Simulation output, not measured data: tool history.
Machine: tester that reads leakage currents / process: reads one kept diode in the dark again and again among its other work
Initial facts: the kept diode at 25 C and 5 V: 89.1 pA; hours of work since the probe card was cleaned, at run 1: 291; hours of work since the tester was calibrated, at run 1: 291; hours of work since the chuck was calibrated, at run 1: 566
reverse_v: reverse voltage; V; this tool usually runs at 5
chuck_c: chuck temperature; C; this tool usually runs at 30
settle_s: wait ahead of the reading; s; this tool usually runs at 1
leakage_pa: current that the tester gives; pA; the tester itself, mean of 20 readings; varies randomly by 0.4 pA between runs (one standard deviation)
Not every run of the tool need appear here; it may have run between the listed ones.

run,hour,reverse_v,chuck_c,settle_s,hours of work since the probe card was cleaned,hours of work since the tester was calibrated,hours of work since the chuck was calibrated,leakage_pa
1,0,5,30,1,291,291,566,111.44
2,36.4,5,30,0.48,315,315,590,112.37
3,87.5,5,30,0.48,347,347,622,111.6
4,122.5,5,30,1,370,370,645,109.83
# hour 140.5: chuck's temperature calibrated
5,150.6,10.86,30,1,386,386,6,170.87
6,192,10.86,30,1,413,413,33,170.51
7,216.2,10.86,30,1,428,428,48,169.81
8,252.6,17.57,30,1,451,451,72,200.27
9,295.2,5,26,1,479,479,99,94.4
10,335.4,5,36,1,504,504,124,189.35
11,358.9,5,30,7.73,519,519,139,122.87
12,403.7,5,30,7.7,548,548,168,122.19
13,432.6,5,30,7.7,566,566,187,121.04
14,472.1,5,25,1,592,592,212,84.95
15,499.9,1.62,30,1,609,609,230,81.06
16,546.2,1.62,30,1,639,639,259,80.19
17,589.6,5,23,1,667,667,287,71.76
18,641.3,13.52,23,1,700,700,320,103.61
19,675.8,13.52,23,1.18,722,722,342,102.84
20,716.6,5,54,1,748,748,368,586.73
21,763.4,1.1,30,2.09,778,778,398,67.1
22,799.3,2.28,26,2.09,801,801,421,63.6
23,838.1,13.02,52,1,825,825,446,714.86
24,868.2,5,30,1.12,845,845,465,113.68
25,900.1,5,30,1.12,865,865,485,112.96
26,937.2,6.24,38,0.58,889,889,509,215.79
27,983.1,6.24,38,0.58,918,918,538,214.93
28,1018.4,6.24,38,0.58,941,941,561,213.37
29,1059.2,6.24,38,0.58,967,967,587,209.98
30,1095.4,6.24,38,0.58,990,990,610,210.15
31,1129,6.24,38,0.58,1011,1011,631,210.5
# hour 1166.8: chuck's temperature calibrated
32,1172.3,6.24,38,0.58,1038,1038,4,248.62
33,1216.3,6.24,38,0.58,1066,1066,32,247.75
34,1243.7,6.96,30,0.3,1083,1083,49,151.2
35,1282.6,6.96,30,0.3,1108,1108,74,149.88
36,1313.5,5,46,1.49,1128,1128,94,379.1
37,1351,15.16,30,1,1152,1152,118,193.22
38,1387.1,15.16,30,1,1175,1175,141,190.44
39,1428,3.8,26,0.86,1201,1201,167,85.03
40,1461.5,1.2,60,8.36,1222,1222,188,539.75

Branching from run 40: 3 alternative next runs. What would each branch give?
# hour 1478.8: probe card cleaned and baked
A,1512.7,8.94,30,1,22,1253,219,?
# hour 1478.8: probe card cleaned and baked
B,1512.7,9.91,53,0.81,22,1253,219,?
# hour 1478.8: probe card cleaned and baked
C,1512.7,5,35,5.76,22,1253,219,?

run,leakage_pa
A,151.21
B,735.47
C,173.25
What these runs would have given with no unlogged condition in the tool:
run,leakage_pa
A,161.53
B,780.17
C,184.95
